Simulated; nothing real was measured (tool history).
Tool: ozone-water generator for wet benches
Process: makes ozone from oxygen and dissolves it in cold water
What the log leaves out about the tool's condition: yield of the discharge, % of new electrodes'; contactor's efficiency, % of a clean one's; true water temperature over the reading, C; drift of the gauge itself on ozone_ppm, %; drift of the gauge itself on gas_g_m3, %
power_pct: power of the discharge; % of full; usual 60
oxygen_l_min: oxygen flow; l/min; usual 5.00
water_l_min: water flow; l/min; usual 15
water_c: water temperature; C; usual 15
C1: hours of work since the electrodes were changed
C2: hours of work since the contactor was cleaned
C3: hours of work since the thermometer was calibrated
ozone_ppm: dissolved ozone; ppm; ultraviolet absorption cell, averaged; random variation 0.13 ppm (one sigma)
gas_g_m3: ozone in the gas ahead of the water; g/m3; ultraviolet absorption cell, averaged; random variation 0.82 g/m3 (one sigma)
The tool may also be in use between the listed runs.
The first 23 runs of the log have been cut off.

{"run": 24, "hour": 3392.6, "power_pct": 44, "oxygen_l_min": 6.04, "water_l_min": 14, "water_c": 15, "C1": 2475, "C2": 5915, "C3": 3328, "ozone_ppm": 9.5, "gas_g_m3": 87.5}
{"run": 25, "hour": 3583.9, "power_pct": 59, "oxygen_l_min": 2.65, "water_l_min": 15, "water_c": 20, "C1": 2592, "C2": 6032, "C3": 3445, "ozone_ppm": 9.9, "gas_g_m3": 156.9}
{"run": 26, "hour": 3670.8, "power_pct": 59, "oxygen_l_min": 2.65, "water_l_min": 12, "water_c": 20, "C1": 2645, "C2": 6086, "C3": 3498, "ozone_ppm": 11.6, "gas_g_m3": 158.3}
{"hour": 3760.9, "done": "water thermometer calibrated"}
{"run": 27, "hour": 3779.4, "power_pct": 59, "oxygen_l_min": 2.65, "water_l_min": 12, "water_c": 20, "C1": 2711, "C2": 6152, "C3": 11, "ozone_ppm": 12.0, "gas_g_m3": 155.9}
{"run": 28, "hour": 3953.1, "power_pct": 60, "oxygen_l_min": 5.0, "water_l_min": 15, "water_c": 19, "C1": 2818, "C2": 6258, "C3": 118, "ozone_ppm": 11.0, "gas_g_m3": 123.2}
{"run": 29, "hour": 4100.0, "power_pct": 60, "oxygen_l_min": 5.0, "water_l_min": 15, "water_c": 19, "C1": 2908, "C2": 6348, "C3": 208, "ozone_ppm": 11.0, "gas_g_m3": 121.5}
{"run": 30, "hour": 4279.4, "power_pct": 59, "oxygen_l_min": 5.0, "water_l_min": 15, "water_c": 13, "C1": 3018, "C2": 6458, "C3": 317, "ozone_ppm": 11.9, "gas_g_m3": 120.2}
{"run": 31, "hour": 4419.5, "power_pct": 60, "oxygen_l_min": 8.01, "water_l_min": 15, "water_c": 8, "C1": 3103, "C2": 6544, "C3": 403, "ozone_ppm": 13.4, "gas_g_m3": 99.1}
{"run": 32, "hour": 4571.7, "power_pct": 60, "oxygen_l_min": 4.89, "water_l_min": 15, "water_c": 15, "C1": 3196, "C2": 6637, "C3": 496, "ozone_ppm": 11.8, "gas_g_m3": 123.5}

3 ways to go on from here, each from the tool as it stands after run 32. What would each give?
{"run": "A", "hour": 4663.3, "power_pct": 60, "oxygen_l_min": 5.0, "water_l_min": 13, "water_c": 15, "C1": 3252, "C2": 6693, "C3": 552, "ozone_ppm": "?", "gas_g_m3": "?"}
{"run": "B", "hour": 4663.3, "power_pct": 60, "oxygen_l_min": 2.52, "water_l_min": 15, "water_c": 7, "C1": 3252, "C2": 6693, "C3": 552, "ozone_ppm": "?", "gas_g_m3": "?"}
{"run": "C", "hour": 4663.3, "power_pct": 60, "oxygen_l_min": 7.21, "water_l_min": 23, "water_c": 11, "C1": 3252, "C2": 6693, "C3": 552, "ozone_ppm": "?", "gas_g_m3": "?"}

run=A ozone_ppm=12.9 gas_g_m3=121.7
run=B ozone_ppm=11.0 gas_g_m3=161.4
run=C ozone_ppm=8.8 gas_g_m3=104.6
Without the tool's hidden state the same runs would have given:
run=A ozone_ppm=14.5 gas_g_m3=129.3
run=B ozone_ppm=12.4 gas_g_m3=171.5
run=C ozone_ppm=10.0 gas_g_m3=111.2
